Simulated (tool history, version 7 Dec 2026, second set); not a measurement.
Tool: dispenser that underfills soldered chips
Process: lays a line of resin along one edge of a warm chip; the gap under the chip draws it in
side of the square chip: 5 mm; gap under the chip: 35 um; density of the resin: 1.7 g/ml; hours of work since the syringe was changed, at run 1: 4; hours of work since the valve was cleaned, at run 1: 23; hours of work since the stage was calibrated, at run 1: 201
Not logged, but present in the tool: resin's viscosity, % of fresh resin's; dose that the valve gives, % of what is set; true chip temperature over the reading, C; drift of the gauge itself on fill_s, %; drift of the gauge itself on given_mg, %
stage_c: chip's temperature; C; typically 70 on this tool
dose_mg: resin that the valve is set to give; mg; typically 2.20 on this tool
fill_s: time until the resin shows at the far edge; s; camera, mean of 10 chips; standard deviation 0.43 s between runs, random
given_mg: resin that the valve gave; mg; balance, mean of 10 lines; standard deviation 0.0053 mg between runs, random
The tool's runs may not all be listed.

run   hour  stage_c  dose_mg  hours of work since the syringe was changed  hours of work since the valve was cleaned  hours of work since the stage was calibrated  fill_s  given_mg
  1    0.0       70     2.20                                            4                                         23                                           201    35.7     2.173
       6.6  -- new syringe of resin
  2    9.8       70     2.20                                            2                                         30                                           208    33.5     2.152
      18.1  -- new syringe of resin
  3   21.4       70     2.38                                            2                                         39                                           217    32.9     2.317
      29.6  -- new syringe of resin
  4   35.0       70     2.38                                            4                                         49                                           227    35.5     2.295
      41.0  -- new syringe of resin
  5   47.4       82     2.20                                            5                                         58                                           236    23.5     2.105
      52.2  -- new syringe of resin
  6   59.6       82     2.20                                            6                                         67                                           245    24.0     2.098
      63.5  -- dispensing valve cleaned and set on the balance
      65.1  -- new syringe of resin
  7   72.1       66     2.20                                            5                                          6                                           253    45.6     2.195
      76.4  -- new syringe of resin
  8   79.2       66     1.92                                            2                                         11                                           258    40.2     1.901
      87.8  -- new syringe of resin
  9   89.6       66     1.92                                            1                                         19                                           266    38.5     1.903
 10   96.7       66     1.92                                            7                                         24                                           271    51.4     1.883
      99.1  -- new syringe of resin
 11  108.2       66     1.92                                            7                                         33                                           280    51.2     1.868
     109.9  -- new syringe of resin
 12  116.0       66     1.92                                            5                                         38                                           285    45.0     1.867
     121.0  -- new syringe of resin
     132.4  -- new syringe of resin
 13  132.7       66     1.92                                            0                                         50                                           298    35.3     1.859
 14  141.2       70     2.20                                            7                                         57                                           304    41.8     2.113
     144.3  -- new syringe of resin
     155.8  -- new syringe of resin
 15  155.9       70     2.18                                            0                                         68                                           315    29.8     2.073
     160.0  -- dispensing valve cleaned and set on the balance
 16  165.9       70     2.12                                            7                                          4                                           321    41.3     2.113
     167.5  -- new syringe of resin
 17  176.3       70     2.12                                            7                                         12                                           329    40.7     2.110
     178.6  -- new syringe of resin
 18  185.4       70     2.12                                            5                                         19                                           336    37.8     2.091
     189.9  -- new syringe of resin
 19  198.0       68     2.61                                            6                                         28                                           345    41.4     2.563
     200.7  -- new syringe of resin
     212.7  -- new syringe of resin
 20  213.3       68     2.61                                            0                                         39                                           356    29.8     2.548
     223.6  -- new syringe of resin
 21  226.1       85     1.99                                            2                                         48                                           365    17.3     1.923
     234.8  -- new syringe of resin
 22  239.2       81     2.19                                            3                                         58                                           375    21.2     2.102
     246.1  -- new syringe of resin
 23  248.2       70     2.02                                            2                                         65                                           381    30.1     1.923
     254.8  -- dispensing valve cleaned and set on the balance
     258.6  -- new syringe of resin
 24  261.6       70     2.02                                            2                                          5                                           390    32.4     2.016
     270.2  -- new syringe of resin
 25  275.1       79     2.33                                            4                                         15                                           400    22.9     2.303

Run 26 is up next; what results do you expect?
     282.0  -- new syringe of resin
 26  288.0       79     2.33                                            5                                         24                                           410       ?         ?

fill_s: 24.2 s
given_mg: 2.285 mg
If the tool had no hidden condition, the same run with the same run-to-run variation would have returned fill_s 20.6 s, given_mg 2.326 mg.
